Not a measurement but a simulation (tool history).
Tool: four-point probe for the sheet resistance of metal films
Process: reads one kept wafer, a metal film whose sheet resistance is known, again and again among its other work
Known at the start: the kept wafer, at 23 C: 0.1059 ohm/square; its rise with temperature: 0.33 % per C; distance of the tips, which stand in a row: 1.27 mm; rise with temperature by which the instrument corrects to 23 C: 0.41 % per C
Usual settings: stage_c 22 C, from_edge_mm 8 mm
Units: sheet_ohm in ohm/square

run,hour,stage_c,from_edge_mm,sheet_ohm
1,0,22,8,0.107212
2,69.6,22,8,0.107157
3,127.3,22,8,0.107147
4,169.9,30,8,0.106461
5,248.2,22,14,0.106161
6,319,22,14,0.10614
7,387.4,22,8,0.107083
8,445.7,22,60,0.105675
9,532.7,22,8,0.107023
10,619.3,22,4,0.11105
11,707.7,22,4,0.110948
12,752,22,65,0.105539
13,817.9,22,33,0.105601
14,903.3,22,33,0.105557
15,977.4,22,33,0.105559
16,1047.2,22,33,0.105533
17,1126.3,22,8,0.106861
18,1211.4,33,10,0.105373
19,1256.7,26,43,0.105061
20,1336.8,22,25,0.1055
21,1400.2,34,3,0.113446
22,1463.2,34,6,0.106797
23,1537.2,34,6,0.106751
24,1594.7,34,13,0.104783
25,1648.3,34,13,0.104754
26,1691.6,23,28,0.105236
27,1731.9,33,3,0.113363
28,1812.2,33,3,0.113387
29,1853.4,24,8,0.106439
30,1916.8,20,7,0.107178
31,1999.2,20,7,0.10715
32,2078.9,27,5,0.108169
33,2145.2,27,54,0.104739
34,2216.7,33,20,0.104363

The same runs without the tool's hidden state, with the same run-to-run variation:
The hidden state here: inner tips' distance over the nominal, %; tips' flats over new ones', %; wafer's true temperature over the reading, C; drift of the gauge itself on sheet_ohm, %.
run,sheet_ohm
1,0.107426
2,0.107393
3,0.107401
4,0.106726
5,0.106452
6,0.106452
7,0.107419
8,0.106026
9,0.107408
10,0.111479
11,0.111406
12,0.105991
13,0.106073
14,0.106057
15,0.106082
16,0.106077
17,0.107438
18,0.105968
19,0.105671
20,0.106139
21,0.114144
22,0.10748
23,0.107457
24,0.105496
25,0.105484
26,0.105988
27,0.114177
28,0.114228
29,0.10725
30,0.108017
31,0.108018
32,0.109065
33,0.10563
34,0.105271

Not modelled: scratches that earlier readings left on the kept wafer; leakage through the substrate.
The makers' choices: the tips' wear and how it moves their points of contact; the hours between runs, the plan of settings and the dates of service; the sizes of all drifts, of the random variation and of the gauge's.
